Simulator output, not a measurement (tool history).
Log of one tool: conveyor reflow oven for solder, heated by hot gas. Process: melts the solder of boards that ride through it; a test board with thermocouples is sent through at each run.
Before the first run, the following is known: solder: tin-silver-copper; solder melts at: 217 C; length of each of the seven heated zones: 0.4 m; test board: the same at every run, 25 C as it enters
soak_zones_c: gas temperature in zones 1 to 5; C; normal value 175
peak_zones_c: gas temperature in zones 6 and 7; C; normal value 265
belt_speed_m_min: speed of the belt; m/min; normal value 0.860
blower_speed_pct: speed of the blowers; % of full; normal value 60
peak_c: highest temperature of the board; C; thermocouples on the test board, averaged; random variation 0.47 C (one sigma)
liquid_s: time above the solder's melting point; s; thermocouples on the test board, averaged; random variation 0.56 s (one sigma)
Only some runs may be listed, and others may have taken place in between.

{"run": 1, "day": 0.0, "soak_zones_c": 175, "peak_zones_c": 265, "belt_speed_m_min": 0.86, "blower_speed_pct": 60, "peak_c": 246.3, "liquid_s": 37.8}
{"run": 2, "day": 1.467, "soak_zones_c": 175, "peak_zones_c": 265, "belt_speed_m_min": 0.86, "blower_speed_pct": 60, "peak_c": 246.4, "liquid_s": 39.1}
{"run": 3, "day": 2.633, "soak_zones_c": 175, "peak_zones_c": 265, "belt_speed_m_min": 0.86, "blower_speed_pct": 60, "peak_c": 247.2, "liquid_s": 38.5}
{"day": 3.279, "done": "flux residue cleaned out of gas plates and filters"}
{"run": 4, "day": 4.271, "soak_zones_c": 175, "peak_zones_c": 265, "belt_speed_m_min": 0.86, "blower_speed_pct": 60, "peak_c": 249.5, "liquid_s": 40.2}
{"run": 5, "day": 5.762, "soak_zones_c": 175, "peak_zones_c": 265, "belt_speed_m_min": 1.027, "blower_speed_pct": 60, "peak_c": 242.1, "liquid_s": 28.9}
{"run": 6, "day": 6.721, "soak_zones_c": 175, "peak_zones_c": 265, "belt_speed_m_min": 1.027, "blower_speed_pct": 60, "peak_c": 242.8, "liquid_s": 30.0}
{"run": 7, "day": 8.1, "soak_zones_c": 175, "peak_zones_c": 265, "belt_speed_m_min": 0.994, "blower_speed_pct": 60, "peak_c": 242.9, "liquid_s": 30.5}
{"run": 8, "day": 8.862, "soak_zones_c": 175, "peak_zones_c": 265, "belt_speed_m_min": 0.994, "blower_speed_pct": 60, "peak_c": 242.9, "liquid_s": 31.0}
{"run": 9, "day": 9.767, "soak_zones_c": 175, "peak_zones_c": 265, "belt_speed_m_min": 0.994, "blower_speed_pct": 60, "peak_c": 243.1, "liquid_s": 31.3}
{"run": 10, "day": 10.404, "soak_zones_c": 175, "peak_zones_c": 265, "belt_speed_m_min": 0.994, "blower_speed_pct": 60, "peak_c": 243.5, "liquid_s": 31.1}
{"run": 11, "day": 11.546, "soak_zones_c": 175, "peak_zones_c": 265, "belt_speed_m_min": 0.994, "blower_speed_pct": 60, "peak_c": 243.4, "liquid_s": 30.4}
{"run": 12, "day": 12.425, "soak_zones_c": 175, "peak_zones_c": 265, "belt_speed_m_min": 0.994, "blower_speed_pct": 60, "peak_c": 242.9, "liquid_s": 29.5}
{"run": 13, "day": 13.683, "soak_zones_c": 175, "peak_zones_c": 265, "belt_speed_m_min": 0.994, "blower_speed_pct": 60, "peak_c": 243.5, "liquid_s": 29.4}
{"run": 14, "day": 15.054, "soak_zones_c": 172, "peak_zones_c": 271, "belt_speed_m_min": 0.974, "blower_speed_pct": 60, "peak_c": 247.2, "liquid_s": 32.9}
{"run": 15, "day": 15.771, "soak_zones_c": 175, "peak_zones_c": 260, "belt_speed_m_min": 0.979, "blower_speed_pct": 80, "peak_c": 243.5, "liquid_s": 32.6}
{"run": 16, "day": 17.212, "soak_zones_c": 178, "peak_zones_c": 269, "belt_speed_m_min": 0.86, "blower_speed_pct": 81, "peak_c": 255.5, "liquid_s": 46.7}
{"run": 17, "day": 18.608, "soak_zones_c": 175, "peak_zones_c": 265, "belt_speed_m_min": 0.86, "blower_speed_pct": 52, "peak_c": 244.4, "liquid_s": 37.5}
{"run": 18, "day": 19.362, "soak_zones_c": 164, "peak_zones_c": 265, "belt_speed_m_min": 0.828, "blower_speed_pct": 88, "peak_c": 251.6, "liquid_s": 42.0}
{"run": 19, "day": 20.738, "soak_zones_c": 164, "peak_zones_c": 265, "belt_speed_m_min": 0.828, "blower_speed_pct": 88, "peak_c": 251.1, "liquid_s": 41.9}
{"run": 20, "day": 21.862, "soak_zones_c": 179, "peak_zones_c": 265, "belt_speed_m_min": 0.913, "blower_speed_pct": 84, "peak_c": 250.5, "liquid_s": 40.8}
{"run": 21, "day": 23.362, "soak_zones_c": 181, "peak_zones_c": 265, "belt_speed_m_min": 1.014, "blower_speed_pct": 60, "peak_c": 241.8, "liquid_s": 30.3}
{"run": 22, "day": 24.025, "soak_zones_c": 181, "peak_zones_c": 265, "belt_speed_m_min": 1.014, "blower_speed_pct": 60, "peak_c": 241.8, "liquid_s": 30.9}
{"day": 24.962, "done": "flux residue cleaned out of gas plates and filters"}
{"run": 23, "day": 24.996, "soak_zones_c": 185, "peak_zones_c": 265, "belt_speed_m_min": 1.014, "blower_speed_pct": 87, "peak_c": 251.4, "liquid_s": 39.5}

Branching from run 23: 3 alternative next runs. What would each branch give?
{"run": "A", "day": 26.0, "soak_zones_c": 177, "peak_zones_c": 274, "belt_speed_m_min": 0.86, "blower_speed_pct": 60, "peak_c": "?", "liquid_s": "?"}
{"run": "B", "day": 26.0, "soak_zones_c": 185, "peak_zones_c": 263, "belt_speed_m_min": 1.014, "blower_speed_pct": 73, "peak_c": "?", "liquid_s": "?"}
{"run": "C", "day": 26.0, "soak_zones_c": 173, "peak_zones_c": 275, "belt_speed_m_min": 0.86, "blower_speed_pct": 60, "peak_c": "?", "liquid_s": "?"}

run=A peak_c=257.1 liquid_s=46.3
run=B peak_c=246.4 liquid_s=36.3
run=C peak_c=256.5 liquid_s=44.3
With the hidden condition removed and each run's random variation left untouched, the same runs would have given:
run=A peak_c=257.8 liquid_s=45.5
run=B peak_c=247.1 liquid_s=35.7
run=C peak_c=257.2 liquid_s=43.4
